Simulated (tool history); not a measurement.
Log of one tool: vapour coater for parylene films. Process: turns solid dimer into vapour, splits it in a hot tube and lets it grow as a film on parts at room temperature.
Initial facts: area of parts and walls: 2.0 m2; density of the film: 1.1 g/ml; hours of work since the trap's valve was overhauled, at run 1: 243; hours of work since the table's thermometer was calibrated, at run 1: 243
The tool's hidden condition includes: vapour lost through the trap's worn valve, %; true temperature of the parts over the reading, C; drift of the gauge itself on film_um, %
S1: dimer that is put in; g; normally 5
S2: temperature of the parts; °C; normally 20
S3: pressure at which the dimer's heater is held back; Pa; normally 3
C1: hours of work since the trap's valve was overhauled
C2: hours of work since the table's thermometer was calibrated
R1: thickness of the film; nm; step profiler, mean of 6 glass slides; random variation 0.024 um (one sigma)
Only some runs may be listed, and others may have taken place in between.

Run 1, hour 0: usual settings; C1 243; C2 243. Result: R1 1610 nm.
Run 2, hour 36.8: usual settings; C1 259; C2 259. Result: R1 1560 nm.
Run 3, hour 77.7: usual settings but S3 5.35 Pa; C1 277; C2 277. Result: R1 1530 nm.
Run 4, hour 129.1: usual settings but S3 5.35 Pa; C1 300; C2 300. Result: R1 1500 nm.
Run 5, hour 172.7: usual settings but S3 5.35 Pa; C1 319; C2 319. Result: R1 1490 nm.
Run 6, hour 213.4: usual settings but S3 5.35 Pa; C1 336; C2 336. Result: R1 1440 nm.
Run 7, hour 276.7: usual settings but S1 4 g; C1 364; C2 364. Result: R1 1200 nm.
Run 8, hour 332.9: usual settings but S1 2 g; C1 388; C2 388. Result: R1 640 nm.
Run 9, hour 379.1: usual settings but S1 2 g; C1 409; C2 409. Result: R1 580 nm.
Run 10, hour 426.9: usual settings but S1 2 g; C1 429; C2 429. Result: R1 580 nm.
Run 11, hour 495.5: usual settings but S1 2 g; C1 459; C2 459. Result: R1 570 nm.
Run 12, hour 562.1: usual settings but S1 2 g; C1 488; C2 488. Result: R1 560 nm.
At hour 618.8: trap's valve overhauled.
Run 13, hour 634.9: usual settings but S1 2 g; C1 7; C2 518. Result: R1 660 nm.
Run 14, hour 703.7: usual settings but S1 2 g; C1 37; C2 548. Result: R1 650 nm.
Run 15, hour 783.8: usual settings but S3 6.09 Pa; C1 72; C2 583. Result: R1 1530 nm.
Run 16, hour 839.8: usual settings but S3 6.09 Pa; C1 96; C2 607. Result: R1 1520 nm.
Run 17, hour 913.4: usual settings but S3 6.09 Pa; C1 128; C2 639. Result: R1 1560 nm.
Run 18, hour 952.5: usual settings but S3 6.09 Pa; C1 145; C2 656. Result: R1 1540 nm.
Run 19, hour 1025.4: usual settings but S3 3.48 Pa; C1 177; C2 688. Result: R1 1570 nm.
Run 20, hour 1077.6: usual settings but S3 3.48 Pa; C1 200; C2 711. Result: R1 1620 nm.
Run 21, hour 1144.8: usual settings but S1 3 g, S3 4.27 Pa; C1 229; C2 740. Result: R1 910 nm.
At hour 1149.3: table's thermometer calibrated.
Run 22, hour 1180.5: usual settings but S1 3 g, S3 4.27 Pa; C1 244; C2 14. Result: R1 950 nm.
Run 23, hour 1230.3: usual settings but S3 7.93 Pa; C1 266; C2 35. Result: R1 1430 nm.
Run 24, hour 1285.2: usual settings but S1 4 g, S3 2.04 Pa; C1 290; C2 59. Result: R1 1250 nm.
Run 25, hour 1324.3: usual settings but S3 8.44 Pa; C1 307; C2 76. Result: R1 1410 nm.
Run 26, hour 1404.9: usual settings but S1 8 g, S2 13 °C, S3 3.34 Pa; C1 342; C2 111. Result: R1 2870 nm.
At hour 1461.1: table's thermometer calibrated, once more.
Run 27, hour 1484.8: usual settings but S1 8 g, S2 13 °C, S3 2.2 Pa; C1 376; C2 10. Result: R1 2850 nm.
Run 28, hour 1547: usual settings but S1 6 g; C1 403; C2 37. Result: R1 1840 nm.
Run 29, hour 1604.2: usual settings but S2 15 °C; C1 428; C2 62. Result: R1 1650 nm.
Run 30, hour 1683.3: usual settings but S2 17 °C, S3 2.8 Pa; C1 463; C2 97. Result: R1 1570 nm.
Run 31, hour 1750.9: usual settings but S2 18 °C, S3 2.22 Pa; C1 492; C2 126. Result: R1 1560 nm.

Below, each run's measurement less what the same run would have read without the hidden state. Both values contain the same run-to-run variation, but the gauge's scatter may not be the same in both:
run    R1
  1  -130
  2  -140
  3  -140
  4  -150
  5  -160
  6  -170
  7  -150
  8   -80
  9   -80
 10   -90
 11  -100
 12  -100
 13   -10
 14   -10
 15   -40
 16   -50
 17   -70
 18   -80
 19   -90
 20  -100
 21   -70
 22   -80
 23  -130
 24  -130
 25  -150
 26  -330
 27  -360
 28  -240
 29  -240
 30  -250
 31  -260
